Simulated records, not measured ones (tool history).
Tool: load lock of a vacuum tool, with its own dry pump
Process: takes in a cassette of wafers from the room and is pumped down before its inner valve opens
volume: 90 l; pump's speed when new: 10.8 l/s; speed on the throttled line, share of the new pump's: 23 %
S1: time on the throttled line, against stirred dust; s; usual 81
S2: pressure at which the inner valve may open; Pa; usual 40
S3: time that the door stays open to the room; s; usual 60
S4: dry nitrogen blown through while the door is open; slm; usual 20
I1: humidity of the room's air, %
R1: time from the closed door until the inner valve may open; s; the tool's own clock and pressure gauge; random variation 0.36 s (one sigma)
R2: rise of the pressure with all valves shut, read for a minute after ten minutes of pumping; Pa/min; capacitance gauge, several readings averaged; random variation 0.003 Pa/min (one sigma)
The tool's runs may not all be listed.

run,hour,S1,S2,S3,S4,I1,R1,R2
1,0.0,81,40,60,20,44.2,133.4,0.057
2,185.1,81,40,60,20,52.1,132.8,0.065
3,395.7,81,40,60,20,45.8,133.2,0.065
4,588.6,81,38,60,20,47.5,133.7,0.074
5,830.2,81,43,60,20,47.9,132.5,0.071
6,1151.1,94,40,31,20,45.8,142.7,0.060
7,1457.8,118,30,31,20,45.8,162.9,0.075
8,1783.3,118,30,31,20,42.8,162.9,0.076
9,2120.0,118,30,31,20,45.5,163.7,0.078
10,2448.4,80,42,28,35,44.8,132.3,0.081

3 ways to go on from here, each from the tool as it stands after run 10. What would each give?
A,2689.9,80,42,28,6,44.1,?,?
B,2689.9,112,40,47,17,45.9,?,?
C,2689.9,80,42,41,35,43.3,?,?

run,R1,R2
A,132.4,0.098
B,155.8,0.092
C,132.7,0.083
Without the tool's hidden state the same runs would have given:
run,R1,R2
A,126.8,0.029
B,151.1,0.023
C,127.1,0.014

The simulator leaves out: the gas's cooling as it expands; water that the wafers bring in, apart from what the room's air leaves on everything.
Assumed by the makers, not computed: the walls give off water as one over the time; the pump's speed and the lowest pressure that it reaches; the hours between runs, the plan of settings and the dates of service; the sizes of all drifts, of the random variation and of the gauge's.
